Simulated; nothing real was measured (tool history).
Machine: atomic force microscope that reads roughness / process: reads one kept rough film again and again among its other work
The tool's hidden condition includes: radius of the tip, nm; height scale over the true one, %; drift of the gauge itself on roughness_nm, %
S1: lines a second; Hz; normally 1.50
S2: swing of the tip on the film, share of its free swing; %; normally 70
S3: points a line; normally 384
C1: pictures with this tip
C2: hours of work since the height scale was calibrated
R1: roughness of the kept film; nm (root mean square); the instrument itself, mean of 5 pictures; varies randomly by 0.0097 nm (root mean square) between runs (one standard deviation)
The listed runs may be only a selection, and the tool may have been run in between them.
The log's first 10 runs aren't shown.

run	hour	S1	S2	S3	C1	C2	R1
11	134.8	1.50	70	384	201	235	1.893
12	143.2	3.45	70	384	209	239	1.811
13	150.2	1.50	66	384	216	242	1.898
14	162.8	1.50	66	384	227	247	1.883
15	175.6	1.50	70	384	239	253	1.863
16	183.8	1.50	70	384	247	256	1.851
17	198.3	1.50	70	384	261	262	1.843
18	208.2	1.50	70	384	270	267	1.811
19	216.8	0.73	78	701	278	270	1.850
20	232.8	0.73	78	701	293	277	1.838
21	248.7	0.73	78	701	308	284	1.818
22	265.4	2.29	62	384	323	291	1.768
23	272.6	2.23	62	384	330	294	1.762
24	285.2	2.23	62	384	342	300	1.733
25	293.8	2.23	62	384	350	303	1.723
# hour 295.2: new tip fitted
26	302.4	1.23	77	384	6	307	2.187
27	318.1	1.23	77	384	21	313	2.157
28	330.1	1.40	56	539	32	319	2.215

What does the tool deliver on the next run?
29	342.1	1.40	90	781	43	324	?

R1: 2.043 nm (root mean square)
Take away the tool's hidden state, keep the run-to-run variation as it was, and the same run would have given R1 2.123 nm (root mean square).
